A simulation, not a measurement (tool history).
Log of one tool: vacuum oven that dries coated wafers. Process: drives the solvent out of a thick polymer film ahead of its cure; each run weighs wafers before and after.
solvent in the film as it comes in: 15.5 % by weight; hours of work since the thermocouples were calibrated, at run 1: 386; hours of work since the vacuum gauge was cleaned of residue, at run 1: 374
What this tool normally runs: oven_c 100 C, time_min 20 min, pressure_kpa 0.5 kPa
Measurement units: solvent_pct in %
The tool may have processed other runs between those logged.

run,hour,oven_c,time_min,pressure_kpa,hours of work since the thermocouples were calibrated,hours of work since the vacuum gauge was cleaned of residue,solvent_pct
1,0,100,20,0.5,386,374,2.81
2,23.9,111,20,0.5,396,384,0.88
3,36,111,20,0.5,401,389,0.89
4,61.5,111,20,0.5,412,400,0.92
5,81.2,100,20,0.288,420,409,2.77
6,100,100,20,0.288,428,416,2.74
7,111.5,100,20,0.288,433,421,2.78
8,123.4,100,31,0.5,438,426,1.43
9,140.4,102,20,0.5,445,434,2.43
10,157.8,102,20,0.5,453,441,2.43
11,172.7,102,20,0.5,459,447,2.41
12,187.9,102,20,0.5,465,454,2.41
13,202.2,102,20,0.5,472,460,2.35
14,214.1,100,23,0.5,477,465,2.31
15,236.1,100,24,0.5,486,474,2.24
16,246.7,111,31,0.418,490,478,0.41
17,266.5,114,20,0.5,499,487,0.68
18,281.6,91,31,0.901,505,493,3.79
19,297.2,111,12,1.856,512,500,2.98
20,308.3,107,12,1.856,516,505,4.02
21,334.5,100,16,0.312,527,516,3.73
22,357.2,100,16,0.312,537,525,3.71
23,372.8,92,28,1.129,544,532,4.16
24,384.4,98,25,1.129,549,537,3.05
25,399.5,100,27,1.163,555,543,2.38
26,411.6,100,15,0.272,560,548,4.02
27,424.2,100,29,0.272,565,553,1.44

Forecast each of these 3 alternatives for the next run:
A,443.4,93,12,1.916,573,562,?
B,443.4,104,11,1.449,573,562,?
C,443.4,110,19,0.447,573,562,?

run,solvent_pct
A,7.76
B,4.9
C,1.25
Without the tool's unlogged condition, the same runs would have read:
run,solvent_pct
A,7.44
B,4.59
C,1.06
